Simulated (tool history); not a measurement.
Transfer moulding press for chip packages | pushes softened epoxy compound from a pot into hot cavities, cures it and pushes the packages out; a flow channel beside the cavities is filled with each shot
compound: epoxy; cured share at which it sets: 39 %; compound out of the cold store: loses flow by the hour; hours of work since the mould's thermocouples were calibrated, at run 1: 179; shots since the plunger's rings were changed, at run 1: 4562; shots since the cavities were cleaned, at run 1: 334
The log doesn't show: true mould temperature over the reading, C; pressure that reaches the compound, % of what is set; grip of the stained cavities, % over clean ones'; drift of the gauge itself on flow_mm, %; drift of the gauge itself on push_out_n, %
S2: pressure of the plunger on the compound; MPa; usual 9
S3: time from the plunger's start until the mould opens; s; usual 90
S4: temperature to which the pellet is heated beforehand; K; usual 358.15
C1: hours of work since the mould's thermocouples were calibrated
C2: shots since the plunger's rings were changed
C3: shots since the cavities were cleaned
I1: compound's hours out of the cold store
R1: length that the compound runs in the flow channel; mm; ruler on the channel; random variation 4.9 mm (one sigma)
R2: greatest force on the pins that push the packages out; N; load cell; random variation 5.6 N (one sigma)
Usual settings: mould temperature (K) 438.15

run 1 day=0 | mould_temperature_(K)=438.15 S2=9 S3=90 S4=358.15 | C1=179 C2=4562 C3=334 | I1=14.4 | R1=907 R2=217
-- day=0.329 cavities cleaned with cleaning compound and waxed
run 2 day=0.429 | mould_temperature_(K)=438.15 S2=9 S3=90 S4=358.15 | C1=187 C2=4713 C3=41 | I1=17.8 | R1=881 R2=210
run 3 day=0.812 | mould_temperature_(K)=438.15 S2=9 S3=90 S4=358.15 | C1=194 C2=4871 C3=199 | I1=19.6 | R1=865 R2=206
run 4 day=0.988 | mould_temperature_(K)=438.15 S2=9 S3=90 S4=358.15 | C1=197 C2=4944 C3=272 | I1=10.6 | R1=920 R2=209
run 5 day=1.171 | mould_temperature_(K)=438.15 S2=9 S3=90 S4=358.15 | C1=201 C2=5018 C3=346 | I1=13.9 | R1=911 R2=211
run 6 day=1.354 | mould_temperature_(K)=438.15 S2=9 S3=90 S4=358.15 | C1=204 C2=5093 C3=421 | I1=35.5 | R1=805 R2=207
-- day=1.475 cavities cleaned with cleaning compound and waxed
run 7 day=1.817 | mould_temperature_(K)=438.15 S2=9 S3=90 S4=358.15 | C1=212 C2=5259 C3=142 | I1=35.5 | R1=808 R2=206
run 8 day=2.033 | mould_temperature_(K)=438.15 S2=9 S3=90 S4=358.15 | C1=216 C2=5348 C3=231 | I1=32.2 | R1=820 R2=206
-- day=2.217 plunger's sealing rings changed
run 9 day=2.492 | mould_temperature_(K)=438.15 S2=9 S3=90 S4=358.15 | C1=223 C2=112 C3=377 | I1=26.7 | R1=844 R2=198
-- day=2.733 cavities cleaned with cleaning compound and waxed
run 10 day=2.879 | mould_temperature_(K)=438.15 S2=9 S3=127 S4=358.15 | C1=229 C2=247 C3=60 | I1=31.5 | R1=827 R2=180
run 11 day=3.246 | mould_temperature_(K)=438.15 S2=9 S3=127 S4=358.15 | C1=236 C2=397 C3=210 | I1=37.5 | R1=793 R2=173
run 12 day=3.646 | mould_temperature_(K)=438.15 S2=9 S3=73 S4=367.15 | C1=244 C2=563 C3=376 | I1=30.8 | R1=821 R2=272
-- day=3.879 cavities cleaned with cleaning compound and waxed
run 13 day=4 | mould_temperature_(K)=443.15 S2=9 S3=90 S4=349.15 | C1=249 C2=683 C3=50 | I1=34.5 | R1=803 R2=188
run 14 day=4.396 | mould_temperature_(K)=437.15 S2=9 S3=90 S4=358.15 | C1=257 C2=846 C3=213 | I1=12.5 | R1=916 R2=221
run 15 day=4.588 | mould_temperature_(K)=437.15 S2=7.85 S3=90 S4=354.15 | C1=261 C2=925 C3=292 | I1=14.5 | R1=845 R2=234

Run 16 comes next. What will it give?
run 16 day=4.929 | mould_temperature_(K)=438.15 S2=9 S3=109 S4=358.15 | C1=267 C2=1066 C3=433 | I1=41.9 | R1=? R2=?

R1: 785 mm
R2: 173 N
Without the tool's hidden state the same run would have given R1 785 mm, R2 171 N.
